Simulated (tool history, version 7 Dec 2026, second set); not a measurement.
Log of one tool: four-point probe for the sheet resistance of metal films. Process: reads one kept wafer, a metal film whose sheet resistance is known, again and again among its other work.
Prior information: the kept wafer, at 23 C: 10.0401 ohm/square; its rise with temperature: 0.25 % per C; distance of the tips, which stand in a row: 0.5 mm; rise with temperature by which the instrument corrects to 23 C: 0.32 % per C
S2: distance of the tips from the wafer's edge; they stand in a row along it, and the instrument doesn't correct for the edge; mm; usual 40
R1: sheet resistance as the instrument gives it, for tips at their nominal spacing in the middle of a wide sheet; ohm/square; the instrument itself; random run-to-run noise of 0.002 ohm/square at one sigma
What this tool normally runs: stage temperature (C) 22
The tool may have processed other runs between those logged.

run 1 hour=0.0 | stage_temperature_(C)=22 S2=40 | R1=10.054282
run 2 hour=57.4 | stage_temperature_(C)=22 S2=24 | R1=10.052808
run 3 hour=113.8 | stage_temperature_(C)=25 S2=40 | R1=10.036326
run 4 hour=170.3 | stage_temperature_(C)=22 S2=46 | R1=10.055627
run 5 hour=221.4 | stage_temperature_(C)=23 S2=40 | R1=10.053583
run 6 hour=279.3 | stage_temperature_(C)=23 S2=40 | R1=10.051349
run 7 hour=334.6 | stage_temperature_(C)=31 S2=40 | R1=10.007597
run 8 hour=370.8 | stage_temperature_(C)=25 S2=40 | R1=10.040912
run 9 hour=420.7 | stage_temperature_(C)=25 S2=40 | R1=10.043832
run 10 hour=446.3 | stage_temperature_(C)=25 S2=40 | R1=10.042625
-- hour=449.8 stage's thermometer calibrated
run 11 hour=497.0 | stage_temperature_(C)=25 S2=40 | R1=10.037763
run 12 hour=544.7 | stage_temperature_(C)=22 S2=11 | R1=10.073634
run 13 hour=583.0 | stage_temperature_(C)=22 S2=11 | R1=10.072448
run 14 hour=634.2 | stage_temperature_(C)=22 S2=11 | R1=10.074100
run 15 hour=672.1 | stage_temperature_(C)=22 S2=11 | R1=10.073225
run 16 hour=727.4 | stage_temperature_(C)=22 S2=11 | R1=10.075883
-- hour=752.7 stage's thermometer calibrated, once more
run 17 hour=752.7 | stage_temperature_(C)=22 S2=11 | R1=10.096917
run 18 hour=778.9 | stage_temperature_(C)=26 S2=40 | R1=10.062239
run 19 hour=826.1 | stage_temperature_(C)=33 S2=40 | R1=10.019592
run 20 hour=873.5 | stage_temperature_(C)=33 S2=40 | R1=10.021988
run 21 hour=925.0 | stage_temperature_(C)=33 S2=40 | R1=10.018677
run 22 hour=967.6 | stage_temperature_(C)=33 S2=40 | R1=10.024578
run 23 hour=1027.1 | stage_temperature_(C)=19 S2=3 | R1=10.257489
run 24 hour=1084.5 | stage_temperature_(C)=19 S2=3 | R1=10.262766
run 25 hour=1124.8 | stage_temperature_(C)=19 S2=3 | R1=10.260510
run 26 hour=1172.4 | stage_temperature_(C)=19 S2=3 | R1=10.260356
run 27 hour=1232.0 | stage_temperature_(C)=19 S2=3 | R1=10.259937
run 28 hour=1290.0 | stage_temperature_(C)=19 S2=3 | R1=10.260057
run 29 hour=1331.6 | stage_temperature_(C)=19 S2=3 | R1=10.265317
run 30 hour=1364.3 | stage_temperature_(C)=19 S2=3 | R1=10.263712
run 31 hour=1394.7 | stage_temperature_(C)=31 S2=33 | R1=10.043297
run 32 hour=1426.2 | stage_temperature_(C)=18 S2=3 | R1=10.272609
run 33 hour=1471.7 | stage_temperature_(C)=22 S2=6 | R1=10.135338
run 34 hour=1515.2 | stage_temperature_(C)=22 S2=11 | R1=10.109009
run 35 hour=1555.4 | stage_temperature_(C)=22 S2=11 | R1=10.108446

Run 36, settings as shown, results not yet in. Your forecast:
run 36 hour=1615.3 | stage_temperature_(C)=20 S2=7 | R1=?

{"run 36": {"R1": 10.140154}}
Minus the tool's unlogged condition, the same run would have read R1 10.086324 ohm/square.
